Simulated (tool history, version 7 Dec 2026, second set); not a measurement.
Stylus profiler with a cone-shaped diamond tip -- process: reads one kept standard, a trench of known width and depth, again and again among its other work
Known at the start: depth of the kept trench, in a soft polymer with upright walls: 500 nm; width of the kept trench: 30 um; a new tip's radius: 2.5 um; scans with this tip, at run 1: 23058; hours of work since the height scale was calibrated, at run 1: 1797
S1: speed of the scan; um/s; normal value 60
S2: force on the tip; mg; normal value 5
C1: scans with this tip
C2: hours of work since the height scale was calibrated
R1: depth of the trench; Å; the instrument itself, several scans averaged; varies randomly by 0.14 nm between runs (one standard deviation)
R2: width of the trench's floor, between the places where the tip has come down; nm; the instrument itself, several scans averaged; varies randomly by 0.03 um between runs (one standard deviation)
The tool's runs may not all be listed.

| run | hour | S1 | S2 | C1 | C2 | R1 | R2 |
|---|---|---|---|---|---|---|---|
| 1 | 0 | 60 | 5 | 23058 | 1797 | 5113.9 | 26110 |
| 2 | 69.9 | 60 | 5 | 23676 | 1845 | 5114.1 | 26070 |
| 3 | 123.1 | 60 | 5 | 24147 | 1882 | 5112.8 | 26100 |
| 4 | 158.1 | 124 | 5 | 24456 | 1906 | 5114.3 | 25780 |
| 5 | 242.7 | 60 | 3.41 | 25205 | 1964 | 5083.6 | 26050 |
| 6 | 320 | 60 | 4.94 | 25889 | 2018 | 5112.6 | 25990 |
|  | 324.7 | height scale calibrated on a step standard |
| 7 | 399.3 | 60 | 4.94 | 26586 | 51 | 5094.3 | 26030 |
| 8 | 484.1 | 60 | 4.94 | 27336 | 110 | 5094.4 | 25990 |
| 9 | 540.6 | 60 | 4.94 | 27836 | 149 | 5094.5 | 25950 |
| 10 | 591.5 | 60 | 5 | 28286 | 184 | 5092.1 | 25970 |
| 11 | 674.4 | 64 | 7.03 | 29019 | 241 | 5126.5 | 25980 |
| 12 | 735.2 | 64 | 7.03 | 29558 | 283 | 5127.7 | 25920 |
|  | 788.2 | height scale calibrated on a step standard, once more |
| 13 | 788.2 | 64 | 7.03 | 30022 | 0 | 5170.4 | 25890 |
| 14 | 831.7 | 18 | 7.03 | 30406 | 30 | 5170.5 | 26040 |
| 15 | 891 | 60 | 4.24 | 30931 | 71 | 5120.2 | 25860 |
| 16 | 966.1 | 60 | 4.24 | 31596 | 123 | 5119.7 | 25830 |
| 17 | 1037.9 | 24 | 5 | 32230 | 172 | 5133.9 | 25990 |
| 18 | 1112 | 52 | 12.76 | 32886 | 223 | 5252.7 | 25940 |
| 19 | 1186.8 | 52 | 12.76 | 33548 | 275 | 5252.5 | 25970 |
| 20 | 1222.8 | 26 | 1.9 | 33866 | 300 | 5069.3 | 25860 |

For each entry between runs, how does the tool's hidden state at the last listed run before it compare with that at the first listed run after it?
In the gap between runs 6 and 7: height scale calibrated on a step standard (hour 324.7)
  radius of the tip, um: 3.76 -> 3.8; height scale over the true one, %: -0.467 -> -0.757
  measured minus no-state result, R1: -24 -> -38.9 Å; R2: -750 -> -770 nm
In the gap between runs 12 and 13: height scale calibrated on a step standard, once more (hour 788.2)
  radius of the tip, um: 3.96 -> 3.99; height scale over the true one, %: -0.812 -> 0.029
  measured minus no-state result, R1: -42 -> +1.5 Å; R2: -860 -> -860 nm
